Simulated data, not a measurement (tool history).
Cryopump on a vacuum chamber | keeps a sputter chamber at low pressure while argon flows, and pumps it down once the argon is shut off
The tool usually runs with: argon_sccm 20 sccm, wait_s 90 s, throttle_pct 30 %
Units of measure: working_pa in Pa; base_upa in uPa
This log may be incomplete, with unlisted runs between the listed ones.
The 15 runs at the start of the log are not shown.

run	hour	argon_sccm	wait_s	throttle_pct	working_pa	base_upa
# hour 418.3: pump warmed up, emptied and cooled again
16	440.4	20	90	30	0.0603	1.04
17	477.5	20	90	30	0.0612	0.99
18	515.1	30	138	24	0.1146	0.84
19	553.4	20	264	26	0.0699	0.74
20	572.7	10	289	26	0.0346	0.7
21	597.7	10	289	26	0.0356	0.73
22	633.7	18	145	48	0.0347	0.86
23	670.6	30	289	27	0.1012	0.77
24	702.8	20	22	38	0.0492	2.52
25	741.2	17	48	30	0.0521	1.49
26	762.6	28	65	21	0.1228	1.34
27	791.3	38	269	46	0.0784	0.84
28	821.8	20	61	39	0.0482	1.38
29	857.8	24	61	17	0.1304	1.39
30	892.5	19	31	17	0.1027	2.05
31	912.8	24	165	37	0.0624	1.01
32	940.5	8	73	30	0.0246	1.31
33	972.5	13	265	34	0.036	0.91
34	1010.8	15	25	50	0.0292	2.39

Each row is a separate what-if for the run after 34, all from the same tool condition, not one after another. Results?
A	1028.8	20	41	22	?	?
B	1028.8	20	186	30	?	?
C	1028.8	13	43	50	?	?
D	1028.8	20	203	30	?	?

run	working_pa	base_upa
A	0.0848	1.8
B	0.0638	1.01
C	0.0256	1.78
D	0.0628	0.96
Stripped of hidden state, with their random variation kept, the same runs would have yielded:
run	working_pa	base_upa
A	0.0825	1.17
B	0.0615	0.38
C	0.0241	1.14
D	0.0605	0.34
